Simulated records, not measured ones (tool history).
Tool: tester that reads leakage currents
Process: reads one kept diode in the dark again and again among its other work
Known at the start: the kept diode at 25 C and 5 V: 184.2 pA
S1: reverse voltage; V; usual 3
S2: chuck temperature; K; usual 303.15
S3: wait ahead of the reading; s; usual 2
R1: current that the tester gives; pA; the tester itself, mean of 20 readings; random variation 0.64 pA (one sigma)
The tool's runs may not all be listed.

| run | hour | S1 | S2 | S3 | R1 |
|---|---|---|---|---|---|
| 1 | 0 | 3 | 303.15 | 2 | 221.29 |
| 2 | 85.2 | 3 | 303.15 | 5.5 | 222.72 |
| 3 | 120 | 3 | 303.15 | 5.5 | 222.75 |
| 4 | 165.3 | 3 | 303.15 | 5.5 | 222.62 |
| 5 | 238.9 | 3 | 303.15 | 5.5 | 223.58 |
| 6 | 300.4 | 3 | 303.15 | 5.5 | 223.9 |
| 7 | 384 | 1.22 | 305.15 | 5.5 | 172.59 |
| 8 | 429.7 | 3 | 297.15 | 3.64 | 146.99 |
| 9 | 468.6 | 2.35 | 306.15 | 4.95 | 248.09 |
| 10 | 518.2 | 2.35 | 306.15 | 4.95 | 249.02 |
| 11 | 587.6 | 5.3 | 296.15 | 0.93 | 177.84 |

Forecast each of these 4 alternatives for the next run:
| A | 649.2 | 3 | 312.15 | 2 | ? |
| B | 649.2 | 5.3 | 296.15 | 7.68 | ? |
| C | 649.2 | 1.76 | 296.15 | 0.93 | ? |
| D | 649.2 | 1 | 296.15 | 1.05 | ? |

| run | R1 |
|---|---|
| A | 422.71 |
| B | 177.68 |
| C | 107.34 |
| D | 83.42 |
Without the tool's hidden state the same runs would have given:
| run | R1 |
|---|---|
| A | 395.76 |
| B | 163.35 |
| C | 99.3 |
| D | 77.3 |
